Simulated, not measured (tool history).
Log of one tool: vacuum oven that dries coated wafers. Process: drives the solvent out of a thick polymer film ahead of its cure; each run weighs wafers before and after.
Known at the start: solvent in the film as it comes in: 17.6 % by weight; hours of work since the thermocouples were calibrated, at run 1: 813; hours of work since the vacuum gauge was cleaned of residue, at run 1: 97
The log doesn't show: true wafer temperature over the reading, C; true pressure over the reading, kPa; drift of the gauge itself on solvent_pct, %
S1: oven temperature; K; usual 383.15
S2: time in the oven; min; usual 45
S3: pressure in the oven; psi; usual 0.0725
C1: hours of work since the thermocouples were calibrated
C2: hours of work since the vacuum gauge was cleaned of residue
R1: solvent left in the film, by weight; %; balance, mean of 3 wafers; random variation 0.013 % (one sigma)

{"run": 1, "day": 0.0, "S1": 383.15, "S2": 45, "S3": 0.0725, "C1": 813, "C2": 97, "R1": 2.61}
{"run": 2, "day": 0.679, "S1": 383.15, "S2": 45, "S3": 0.0725, "C1": 825, "C2": 109, "R1": 2.61}
{"run": 3, "day": 1.746, "S1": 392.15, "S2": 45, "S3": 0.0725, "C1": 845, "C2": 129, "R1": 1.12}
{"run": 4, "day": 2.721, "S1": 379.15, "S2": 45, "S3": 0.0725, "C1": 863, "C2": 147, "R1": 3.48}
{"run": 5, "day": 3.546, "S1": 379.15, "S2": 45, "S3": 0.0725, "C1": 878, "C2": 162, "R1": 3.48}
{"day": 3.733, "done": "oven's thermocouples calibrated"}
{"run": 6, "day": 4.692, "S1": 379.15, "S2": 36, "S3": 0.0725, "C1": 18, "C2": 181, "R1": 4.88}
{"run": 7, "day": 5.321, "S1": 379.15, "S2": 36, "S3": 0.0725, "C1": 29, "C2": 193, "R1": 4.9}
{"run": 8, "day": 5.967, "S1": 379.15, "S2": 36, "S3": 0.0725, "C1": 41, "C2": 205, "R1": 4.89}
{"run": 9, "day": 6.604, "S1": 379.15, "S2": 36, "S3": 0.0725, "C1": 53, "C2": 217, "R1": 4.86}
{"run": 10, "day": 7.479, "S1": 379.15, "S2": 36, "S3": 0.0677, "C1": 69, "C2": 233, "R1": 4.85}
{"run": 11, "day": 8.246, "S1": 383.15, "S2": 45, "S3": 0.0725, "C1": 83, "C2": 247, "R1": 2.82}
{"run": 12, "day": 9.058, "S1": 383.15, "S2": 45, "S3": 0.0725, "C1": 98, "C2": 262, "R1": 2.8}
{"run": 13, "day": 9.567, "S1": 383.15, "S2": 45, "S3": 0.0725, "C1": 107, "C2": 271, "R1": 2.8}
{"run": 14, "day": 10.379, "S1": 383.15, "S2": 45, "S3": 0.0725, "C1": 122, "C2": 286, "R1": 2.83}
{"run": 15, "day": 11.362, "S1": 383.15, "S2": 45, "S3": 0.0725, "C1": 140, "C2": 304, "R1": 2.79}
{"run": 16, "day": 12.262, "S1": 383.15, "S2": 45, "S3": 0.0725, "C1": 156, "C2": 320, "R1": 2.77}
{"run": 17, "day": 13.062, "S1": 383.15, "S2": 45, "S3": 0.0725, "C1": 171, "C2": 335, "R1": 2.78}
{"run": 18, "day": 13.925, "S1": 383.15, "S2": 47, "S3": 0.0725, "C1": 187, "C2": 351, "R1": 2.59}
{"run": 19, "day": 14.842, "S1": 383.15, "S2": 47, "S3": 0.136, "C1": 204, "C2": 368, "R1": 2.72}
{"run": 20, "day": 15.492, "S1": 383.15, "S2": 47, "S3": 0.136, "C1": 216, "C2": 380, "R1": 2.7}
{"run": 21, "day": 15.938, "S1": 383.15, "S2": 47, "S3": 0.136, "C1": 224, "C2": 388, "R1": 2.7}
{"run": 22, "day": 16.692, "S1": 383.15, "S2": 47, "S3": 0.136, "C1": 238, "C2": 402, "R1": 2.71}
{"run": 23, "day": 17.692, "S1": 383.15, "S2": 47, "S3": 0.136, "C1": 256, "C2": 420, "R1": 2.69}
{"run": 24, "day": 18.179, "S1": 383.15, "S2": 47, "S3": 0.136, "C1": 265, "C2": 429, "R1": 2.7}
{"run": 25, "day": 18.75, "S1": 376.15, "S2": 30, "S3": 0.117, "C1": 275, "C2": 439, "R1": 6.59}
{"run": 26, "day": 19.658, "S1": 376.15, "S2": 30, "S3": 0.117, "C1": 292, "C2": 456, "R1": 6.57}
{"run": 27, "day": 20.388, "S1": 380.15, "S2": 72, "S3": 0.2112, "C1": 305, "C2": 469, "R1": 1.82}
{"run": 28, "day": 20.979, "S1": 380.15, "S2": 72, "S3": 0.2112, "C1": 316, "C2": 480, "R1": 1.82}
{"run": 29, "day": 21.871, "S1": 388.15, "S2": 73, "S3": 0.0725, "C1": 333, "C2": 496, "R1": 0.6}
{"run": 30, "day": 22.496, "S1": 383.15, "S2": 24, "S3": 0.0725, "C1": 344, "C2": 508, "R1": 5.88}
{"run": 31, "day": 23.417, "S1": 390.15, "S2": 25, "S3": 0.0725, "C1": 361, "C2": 525, "R1": 3.97}
{"run": 32, "day": 24.196, "S1": 391.15, "S2": 40, "S3": 0.038, "C1": 375, "C2": 539, "R1": 1.68}
{"run": 33, "day": 24.708, "S1": 391.15, "S2": 40, "S3": 0.038, "C1": 385, "C2": 548, "R1": 1.68}
{"run": 34, "day": 25.679, "S1": 391.15, "S2": 24, "S3": 0.117, "C1": 402, "C2": 566, "R1": 3.98}
{"run": 35, "day": 26.604, "S1": 378.15, "S2": 31, "S3": 0.117, "C1": 419, "C2": 583, "R1": 5.83}
{"run": 36, "day": 27.275, "S1": 378.15, "S2": 31, "S3": 0.117, "C1": 432, "C2": 596, "R1": 5.83}
{"run": 37, "day": 27.842, "S1": 378.15, "S2": 42, "S3": 0.2267, "C1": 442, "C2": 606, "R1": 4.49}
{"run": 38, "day": 28.554, "S1": 386.15, "S2": 28, "S3": 0.0725, "C1": 455, "C2": 619, "R1": 4.31}
{"run": 39, "day": 29.317, "S1": 386.15, "S2": 28, "S3": 0.0725, "C1": 469, "C2": 633, "R1": 4.29}
{"run": 40, "day": 30.129, "S1": 369.15, "S2": 45, "S3": 0.0725, "C1": 484, "C2": 648, "R1": 6.23}
{"run": 41, "day": 30.917, "S1": 369.15, "S2": 45, "S3": 0.0725, "C1": 498, "C2": 662, "R1": 6.22}
{"run": 42, "day": 31.662, "S1": 369.15, "S2": 73, "S3": 0.1105, "C1": 512, "C2": 676, "R1": 3.83}
{"run": 43, "day": 32.612, "S1": 369.15, "S2": 73, "S3": 0.1105, "C1": 530, "C2": 693, "R1": 3.85}
{"run": 44, "day": 33.658, "S1": 372.15, "S2": 64, "S3": 0.0725, "C1": 549, "C2": 713, "R1": 3.63}
{"run": 45, "day": 34.521, "S1": 372.15, "S2": 64, "S3": 0.0725, "C1": 564, "C2": 728, "R1": 3.6}
{"run": 46, "day": 35.158, "S1": 372.15, "S2": 64, "S3": 0.0444, "C1": 576, "C2": 740, "R1": 3.55}
{"run": 47, "day": 36.171, "S1": 377.15, "S2": 66, "S3": 0.0448, "C1": 595, "C2": 759, "R1": 2.28}

3 ways to go on from here, each from the tool as it stands after run 47. What would each give?
{"run": "A", "day": 36.692, "S1": 389.15, "S2": 53, "S3": 0.155, "C1": 604, "C2": 768, "R1": "?"}
{"run": "B", "day": 36.692, "S1": 387.15, "S2": 39, "S3": 0.0656, "C1": 604, "C2": 768, "R1": "?"}
{"run": "C", "day": 36.692, "S1": 377.15, "S2": 29, "S3": 0.1755, "C1": 604, "C2": 768, "R1": "?"}

run=A R1=1.24
run=B R1=2.5
run=C R1=6.5
Without the tool's hidden state the same runs would have given:
run=A R1=1.35
run=B R1=2.71
run=C R1=6.78

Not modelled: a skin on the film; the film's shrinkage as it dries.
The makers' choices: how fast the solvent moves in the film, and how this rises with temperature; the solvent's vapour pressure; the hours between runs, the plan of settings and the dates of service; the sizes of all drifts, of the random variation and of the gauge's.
